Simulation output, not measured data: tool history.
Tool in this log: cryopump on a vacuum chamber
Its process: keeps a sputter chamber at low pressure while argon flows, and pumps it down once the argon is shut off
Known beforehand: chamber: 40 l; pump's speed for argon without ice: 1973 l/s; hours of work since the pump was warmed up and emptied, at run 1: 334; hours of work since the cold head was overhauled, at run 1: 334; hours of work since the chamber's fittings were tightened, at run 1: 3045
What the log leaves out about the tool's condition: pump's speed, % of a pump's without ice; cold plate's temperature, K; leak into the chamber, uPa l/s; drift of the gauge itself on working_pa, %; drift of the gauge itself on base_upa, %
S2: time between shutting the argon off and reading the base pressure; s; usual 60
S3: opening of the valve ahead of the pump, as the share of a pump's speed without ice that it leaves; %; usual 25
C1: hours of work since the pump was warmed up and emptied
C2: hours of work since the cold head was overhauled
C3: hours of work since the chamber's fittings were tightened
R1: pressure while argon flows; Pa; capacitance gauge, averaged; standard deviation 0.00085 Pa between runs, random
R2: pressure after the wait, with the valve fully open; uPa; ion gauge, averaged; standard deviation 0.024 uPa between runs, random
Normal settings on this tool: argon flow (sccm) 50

{"run": 1, "hour": 0.0, "argon flow (sccm)": 50, "S2": 60, "S3": 25, "C1": 334, "C2": 334, "C3": 3045, "R1": 0.1766, "R2": 2.59}
{"run": 2, "hour": 45.2, "argon flow (sccm)": 50, "S2": 60, "S3": 25, "C1": 355, "C2": 355, "C3": 3067, "R1": 0.1746, "R2": 2.62}
{"run": 3, "hour": 69.4, "argon flow (sccm)": 50, "S2": 60, "S3": 25, "C1": 367, "C2": 367, "C3": 3078, "R1": 0.1757, "R2": 2.51}
{"run": 4, "hour": 114.5, "argon flow (sccm)": 50, "S2": 206, "S3": 25, "C1": 388, "C2": 388, "C3": 3100, "R1": 0.1785, "R2": 2.11}
{"run": 5, "hour": 139.4, "argon flow (sccm)": 50, "S2": 60, "S3": 25, "C1": 400, "C2": 400, "C3": 3112, "R1": 0.1772, "R2": 2.49}
{"run": 6, "hour": 166.9, "argon flow (sccm)": 50, "S2": 60, "S3": 25, "C1": 413, "C2": 413, "C3": 3125, "R1": 0.1786, "R2": 2.57}
{"run": 7, "hour": 198.3, "argon flow (sccm)": 50, "S2": 60, "S3": 48, "C1": 428, "C2": 428, "C3": 3140, "R1": 0.0955, "R2": 2.68}
{"run": 8, "hour": 239.5, "argon flow (sccm)": 50, "S2": 60, "S3": 48, "C1": 448, "C2": 448, "C3": 3159, "R1": 0.0962, "R2": 2.73}
{"run": 9, "hour": 269.8, "argon flow (sccm)": 50, "S2": 60, "S3": 48, "C1": 462, "C2": 462, "C3": 3174, "R1": 0.0951, "R2": 2.69}
{"run": 10, "hour": 310.6, "argon flow (sccm)": 50, "S2": 60, "S3": 48, "C1": 481, "C2": 481, "C3": 3193, "R1": 0.0947, "R2": 2.67}
{"run": 11, "hour": 359.8, "argon flow (sccm)": 50, "S2": 60, "S3": 59, "C1": 505, "C2": 505, "C3": 3216, "R1": 0.0791, "R2": 2.7}
{"hour": 381.2, "done": "pump warmed up, emptied and cooled again"}
{"run": 12, "hour": 417.7, "argon flow (sccm)": 50, "S2": 60, "S3": 59, "C1": 17, "C2": 530, "C3": 3241, "R1": 0.0729, "R2": 2.59}
{"run": 13, "hour": 465.8, "argon flow (sccm)": 50, "S2": 60, "S3": 59, "C1": 40, "C2": 553, "C3": 3264, "R1": 0.074, "R2": 2.52}
{"run": 14, "hour": 500.4, "argon flow (sccm)": 50, "S2": 60, "S3": 25, "C1": 57, "C2": 569, "C3": 3281, "R1": 0.1718, "R2": 2.57}
{"run": 15, "hour": 548.8, "argon flow (sccm)": 50, "S2": 60, "S3": 25, "C1": 80, "C2": 592, "C3": 3304, "R1": 0.1716, "R2": 2.59}
{"run": 16, "hour": 579.8, "argon flow (sccm)": 65, "S2": 60, "S3": 25, "C1": 94, "C2": 607, "C3": 3319, "R1": 0.2254, "R2": 2.56}
{"run": 17, "hour": 627.8, "argon flow (sccm)": 65, "S2": 60, "S3": 25, "C1": 117, "C2": 630, "C3": 3341, "R1": 0.2254, "R2": 2.63}
{"run": 18, "hour": 680.4, "argon flow (sccm)": 39, "S2": 60, "S3": 25, "C1": 142, "C2": 655, "C3": 3366, "R1": 0.1348, "R2": 2.64}
{"run": 19, "hour": 705.5, "argon flow (sccm)": 31, "S2": 233, "S3": 25, "C1": 154, "C2": 667, "C3": 3378, "R1": 0.107, "R2": 2.13}
{"run": 20, "hour": 733.9, "argon flow (sccm)": 31, "S2": 233, "S3": 25, "C1": 168, "C2": 680, "C3": 3392, "R1": 0.1079, "R2": 2.21}
{"run": 21, "hour": 778.9, "argon flow (sccm)": 27, "S2": 43, "S3": 21, "C1": 189, "C2": 702, "C3": 3413, "R1": 0.1122, "R2": 2.88}
{"run": 22, "hour": 806.1, "argon flow (sccm)": 75, "S2": 106, "S3": 29, "C1": 202, "C2": 715, "C3": 3426, "R1": 0.227, "R2": 2.36}
{"run": 23, "hour": 841.0, "argon flow (sccm)": 61, "S2": 228, "S3": 32, "C1": 219, "C2": 731, "C3": 3443, "R1": 0.1675, "R2": 2.19}
{"run": 24, "hour": 867.8, "argon flow (sccm)": 76, "S2": 131, "S3": 25, "C1": 231, "C2": 744, "C3": 3456, "R1": 0.2656, "R2": 2.4}
{"run": 25, "hour": 914.3, "argon flow (sccm)": 50, "S2": 175, "S3": 25, "C1": 253, "C2": 766, "C3": 3478, "R1": 0.175, "R2": 2.33}
{"run": 26, "hour": 966.0, "argon flow (sccm)": 51, "S2": 175, "S3": 25, "C1": 278, "C2": 791, "C3": 3502, "R1": 0.1781, "R2": 2.24}
{"run": 27, "hour": 995.7, "argon flow (sccm)": 26, "S2": 47, "S3": 16, "C1": 292, "C2": 805, "C3": 3516, "R1": 0.1421, "R2": 2.97}
{"run": 28, "hour": 1038.5, "argon flow (sccm)": 37, "S2": 88, "S3": 17, "C1": 313, "C2": 825, "C3": 3537, "R1": 0.1895, "R2": 2.61}
{"run": 29, "hour": 1090.8, "argon flow (sccm)": 28, "S2": 82, "S3": 15, "C1": 337, "C2": 850, "C3": 3562, "R1": 0.1641, "R2": 2.62}
{"run": 30, "hour": 1143.2, "argon flow (sccm)": 46, "S2": 37, "S3": 37, "C1": 362, "C2": 875, "C3": 3586, "R1": 0.1105, "R2": 3.28}
{"run": 31, "hour": 1176.2, "argon flow (sccm)": 46, "S2": 37, "S3": 37, "C1": 378, "C2": 891, "C3": 3602, "R1": 0.1121, "R2": 3.26}
{"run": 32, "hour": 1229.2, "argon flow (sccm)": 81, "S2": 25, "S3": 18, "C1": 403, "C2": 916, "C3": 3627, "R1": 0.3937, "R2": 3.93}
{"run": 33, "hour": 1282.3, "argon flow (sccm)": 87, "S2": 186, "S3": 54, "C1": 428, "C2": 941, "C3": 3653, "R1": 0.1496, "R2": 2.46}
{"run": 34, "hour": 1317.7, "argon flow (sccm)": 81, "S2": 186, "S3": 54, "C1": 445, "C2": 958, "C3": 3669, "R1": 0.137, "R2": 2.58}

3 options for the next run, each taken on its own from the tool as it stands now. Forecast them:
{"hour": 1327.4, "done": "leaking fittings of the chamber tightened, without venting"}
{"run": "A", "hour": 1362.0, "argon flow (sccm)": 50, "S2": 60, "S3": 16, "C1": 465, "C2": 978, "C3": 16, "R1": "?", "R2": "?"}
{"hour": 1327.4, "done": "leaking fittings of the chamber tightened, without venting"}
{"run": "B", "hour": 1362.0, "argon flow (sccm)": 74, "S2": 25, "S3": 15, "C1": 465, "C2": 978, "C3": 16, "R1": "?", "R2": "?"}
{"hour": 1327.4, "done": "leaking fittings of the chamber tightened, without venting"}
{"run": "C", "hour": 1362.0, "argon flow (sccm)": 81, "S2": 23, "S3": 17, "C1": 465, "C2": 978, "C3": 16, "R1": "?", "R2": "?"}

run=A R1=0.2749 R2=0.93
run=B R1=0.4306 R2=1.88
run=C R1=0.4181 R2=2.04
With no hidden state in the tool, these same runs would have given:
run=A R1=0.2686 R2=0.86
run=B R1=0.4212 R2=1.82
run=C R1=0.4079 R2=1.97
